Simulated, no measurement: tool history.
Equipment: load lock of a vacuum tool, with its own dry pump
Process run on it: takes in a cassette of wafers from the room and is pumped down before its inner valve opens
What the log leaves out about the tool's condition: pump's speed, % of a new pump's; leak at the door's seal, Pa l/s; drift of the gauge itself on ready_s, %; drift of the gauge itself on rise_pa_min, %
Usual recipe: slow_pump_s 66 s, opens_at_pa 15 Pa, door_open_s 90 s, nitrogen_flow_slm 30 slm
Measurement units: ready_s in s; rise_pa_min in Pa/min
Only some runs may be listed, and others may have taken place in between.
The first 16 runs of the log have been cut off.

run,hour,slow_pump_s,opens_at_pa,door_open_s,nitrogen_flow_slm,hours that the pump has run since its overhaul,times that the door has closed on its seal,"incoming humidity of the room's air, %",ready_s,rise_pa_min
17,8959.1,72,15,90,30,7698,5956,42.5,112.2,0.090
18,9392.4,72,15,90,30,8132,6392,41.1,115.0,0.099
19,10052.4,72,15,90,30,8792,7058,41.7,114.7,0.109
20,10536.6,72,15,90,30,9276,7546,45.2,113.6,0.117
21,11224.9,72,15,90,35,9964,8239,45.0,114.6,0.126
22,11890.4,104,15,90,35,10630,8910,45.0,142.4,0.137
23,12230.5,104,25,106,35,10970,9253,47.2,139.2,0.145
24,12808.0,104,25,106,35,11547,9835,45.7,139.3,0.159
25,13465.0,104,25,106,35,12204,10497,45.6,138.0,0.169
26,13927.7,104,25,106,35,12667,10964,42.1,138.1,0.173
27,14392.1,104,25,106,35,13131,11432,40.6,139.0,0.185
28,15076.9,35,13,54,34,13816,12122,43.6,88.6,0.192
29,15755.8,108,15,38,27,14495,12806,44.2,145.4,0.211
# hour 16143.2: dry pump taken out, an overhauled one fitted
30,16288.9,127,15,90,10,146,13338,44.1,154.4,0.249
31,16606.0,127,13,234,39,463,13657,46.2,157.4,0.248
32,17046.9,127,13,27,41,904,14102,44.5,156.7,0.232
33,17410.5,94,26,49,13,1267,14468,45.0,124.7,0.260
34,17903.7,66,11,90,8,1761,14965,43.5,107.4,0.288
35,18475.1,66,16,94,21,2332,15541,44.1,105.0,0.300
36,18837.8,66,16,94,21,2695,15907,47.5,104.6,0.304

What if the next run were any one of these 5? Each begins from the tool's condition after run 36:
A,19283.4,66,15,52,6,3140,16356,44.0,?,?
B,19283.4,66,15,151,21,3140,16356,44.6,?,?
C,19283.4,66,11,94,21,3140,16356,41.1,?,?
D,19283.4,66,19,90,30,3140,16356,44.8,?,?
E,19283.4,66,17,94,9,3140,16356,41.2,?,?

run,ready_s,rise_pa_min
A,105.8,0.317
B,105.0,0.318
C,107.9,0.307
D,104.4,0.308
E,104.8,0.322
Had the tool no hidden state, the same runs would have come out as:
run,ready_s,rise_pa_min
A,104.5,0.042
B,103.8,0.044
C,106.6,0.033
D,103.2,0.029
E,103.6,0.043

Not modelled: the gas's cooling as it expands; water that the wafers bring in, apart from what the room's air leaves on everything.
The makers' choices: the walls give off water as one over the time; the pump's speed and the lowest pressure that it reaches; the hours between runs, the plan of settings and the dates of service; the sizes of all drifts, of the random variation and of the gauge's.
